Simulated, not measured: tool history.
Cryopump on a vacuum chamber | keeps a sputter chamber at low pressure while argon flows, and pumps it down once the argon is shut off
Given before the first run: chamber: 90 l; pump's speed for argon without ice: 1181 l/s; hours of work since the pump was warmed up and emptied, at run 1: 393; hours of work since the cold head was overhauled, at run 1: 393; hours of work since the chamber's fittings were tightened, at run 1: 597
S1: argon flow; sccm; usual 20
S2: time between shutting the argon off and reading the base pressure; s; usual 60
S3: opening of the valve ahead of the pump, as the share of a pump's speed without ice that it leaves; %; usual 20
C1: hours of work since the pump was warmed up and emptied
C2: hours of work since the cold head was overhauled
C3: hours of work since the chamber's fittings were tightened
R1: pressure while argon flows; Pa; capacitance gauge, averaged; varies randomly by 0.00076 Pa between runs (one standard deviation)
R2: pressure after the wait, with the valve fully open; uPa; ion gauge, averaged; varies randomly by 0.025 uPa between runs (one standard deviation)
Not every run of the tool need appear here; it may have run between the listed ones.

run	hour	S1	S2	S3	C1	C2	C3	R1	R2
1	0	20	60	20	393	393	597	0.1546	1.45
2	28.3	20	60	20	413	413	616	0.1553	1.49
3	53.2	20	60	20	430	430	633	0.1553	1.54
4	82	20	60	20	450	450	653	0.1585	1.57
5	111.2	20	60	36	470	470	673	0.0947	1.62
# hour 131.9: pump warmed up, emptied and cooled again
6	155.1	20	97	20	16	496	700	0.1425	1.07
7	176.8	20	97	20	31	511	715	0.1453	1.1
8	208.9	20	152	20	53	533	737	0.1457	0.9
9	234.4	20	152	20	70	551	754	0.1455	0.96
10	252	20	152	20	83	563	766	0.1456	0.98
11	273.7	20	152	20	97	578	781	0.1453	0.97
12	314	20	60	20	125	606	809	0.1466	1.47
13	349.3	20	60	20	149	630	833	0.148	1.46
14	392.3	20	60	20	179	659	863	0.1473	1.45
15	431.4	17	60	20	206	686	890	0.1263	1.55
16	449.9	17	60	20	219	699	902	0.1259	1.57
17	472.7	21	60	20	234	715	918	0.1581	1.65
18	495.1	21	60	20	250	730	934	0.159	1.66
19	515.6	17	148	38	264	744	948	0.0708	1.24
20	553.6	17	148	38	290	770	974	0.0705	1.31
21	588.9	37	33	22	314	795	998	0.2564	2.26
22	622.3	20	57	20	337	817	1021	0.1532	1.81
23	665.4	26	252	19	367	847	1051	0.2104	1.21
# hour 692.4: leaking fittings of the chamber tightened, without venting
24	699.4	12	56	51	389	869	5	0.0401	1.15
25	732.1	10	37	51	411	892	27	0.0337	1.67
26	752.9	10	37	51	425	906	42	0.0346	1.62
27	787.9	17	131	51	449	930	66	0.0598	0.89
28	807	23	37	53	463	943	79	0.0792	1.73
# hour 837: pump warmed up, emptied and cooled again
29	849.7	26	60	32	9	969	105	0.1171	1.06
30	874.4	26	60	32	26	986	122	0.1177	1.11
31	911.8	26	60	32	51	1012	147	0.118	1.12
32	946.7	32	228	34	75	1036	171	0.1392	0.64
33	989.6	35	43	26	105	1065	201	0.198	1.5

Branching from run 33: 3 alternative next runs. What would each branch give?
A	1028.5	36	60	15	132	1092	228	?	?
B	1028.5	11	43	26	132	1092	228	?	?
C	1028.5	20	109	40	132	1092	228	?	?

run	R1	R2
A	0.3532	1.23
B	0.0625	1.45
C	0.0757	0.9
Without the tool's unlogged condition, the same runs would have read:
run	R1	R2
A	0.3462	0.99
B	0.0604	1.21
C	0.0718	0.67
